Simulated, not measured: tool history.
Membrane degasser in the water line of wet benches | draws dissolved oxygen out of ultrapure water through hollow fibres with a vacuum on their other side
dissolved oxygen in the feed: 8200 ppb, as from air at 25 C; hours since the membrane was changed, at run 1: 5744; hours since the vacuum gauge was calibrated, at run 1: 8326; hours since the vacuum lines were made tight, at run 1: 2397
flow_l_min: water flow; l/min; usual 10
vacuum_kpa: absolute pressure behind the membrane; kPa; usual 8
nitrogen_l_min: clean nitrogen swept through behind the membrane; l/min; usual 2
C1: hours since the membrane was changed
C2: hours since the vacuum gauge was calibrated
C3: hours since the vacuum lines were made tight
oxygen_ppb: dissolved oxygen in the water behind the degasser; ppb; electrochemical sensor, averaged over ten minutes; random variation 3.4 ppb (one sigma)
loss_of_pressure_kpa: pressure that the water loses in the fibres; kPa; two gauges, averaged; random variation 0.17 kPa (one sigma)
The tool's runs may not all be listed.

Run 1, hour 0: usual settings; C1 5744; C2 8326; C3 2397. Result: oxygen_ppb 344.6 ppb, loss_of_pressure_kpa 29.12 kPa.
Run 2, hour 152.3: usual settings but nitrogen_l_min 4.13 l/min; C1 5896; C2 8478; C3 2549. Result: oxygen_ppb 314.7 ppb, loss_of_pressure_kpa 28.61 kPa.
Run 3, hour 234.5: usual settings but nitrogen_l_min 4.13 l/min; C1 5978; C2 8561; C3 2631. Result: oxygen_ppb 316.6 ppb, loss_of_pressure_kpa 28.71 kPa.
At hour 269.8: vacuum gauge calibrated.
Run 4, hour 365.2: usual settings but nitrogen_l_min 4.13 l/min; C1 6108; C2 95; C3 2761. Result: oxygen_ppb 314.2 ppb, loss_of_pressure_kpa 29.06 kPa.
Run 5, hour 476.9: usual settings but nitrogen_l_min 4.13 l/min; C1 6220; C2 207; C3 2873. Result: oxygen_ppb 316.4 ppb, loss_of_pressure_kpa 28.84 kPa.
Run 6, hour 625.6: usual settings but vacuum_kpa 6.36 kPa; C1 6369; C2 356; C3 3022. Result: oxygen_ppb 327.6 ppb, loss_of_pressure_kpa 29.05 kPa.
Run 7, hour 718.2: usual settings but vacuum_kpa 6.36 kPa; C1 6461; C2 448; C3 3114. Result: oxygen_ppb 321.5 ppb, loss_of_pressure_kpa 29.2 kPa.
Run 8, hour 789: usual settings but flow_l_min 13 l/min, vacuum_kpa 5.53 kPa, nitrogen_l_min 1.36 l/min; C1 6532; C2 519; C3 3185. Result: oxygen_ppb 494.9 ppb, loss_of_pressure_kpa 37.55 kPa.
Run 9, hour 902.8: usual settings but flow_l_min 13 l/min, vacuum_kpa 5.53 kPa, nitrogen_l_min 1.36 l/min; C1 6646; C2 633; C3 3299. Result: oxygen_ppb 497 ppb, loss_of_pressure_kpa 37.67 kPa.
Run 10, hour 1014.3: usual settings but flow_l_min 6 l/min, vacuum_kpa 13.2 kPa, nitrogen_l_min 1.56 l/min; C1 6757; C2 744; C3 3410. Result: oxygen_ppb 197 ppb, loss_of_pressure_kpa 17.39 kPa.
Run 11, hour 1143.3: usual settings but flow_l_min 7 l/min, vacuum_kpa 7.66 kPa, nitrogen_l_min 1.82 l/min; C1 6886; C2 873; C3 3539. Result: oxygen_ppb 186.6 ppb, loss_of_pressure_kpa 20.18 kPa.

Forecast each of these 3 alternatives for the next run:
Run A, hour 1272.8: usual settings but flow_l_min 7 l/min, vacuum_kpa 7.66 kPa, nitrogen_l_min 5.37 l/min; C1 7016; C2 1003; C3 3669. Result: oxygen_ppb ?, loss_of_pressure_kpa ?.
Run B, hour 1272.8: usual settings but nitrogen_l_min 4.75 l/min; C1 7016; C2 1003; C3 3669. Result: oxygen_ppb ?, loss_of_pressure_kpa ?.
Run C, hour 1272.8: usual settings but flow_l_min 6 l/min, nitrogen_l_min 1.46 l/min; C1 7016; C2 1003; C3 3669. Result: oxygen_ppb ?, loss_of_pressure_kpa ?.

run  oxygen_ppb  loss_of_pressure_kpa
  A         157                 20.28
  B       310.2                  29.1
  C       148.1                 17.54
Without the tool's hidden state the same runs would have given:
run  oxygen_ppb  loss_of_pressure_kpa
  A       156.7                 20.27
  B       309.7                 29.08
  C       147.9                 17.53
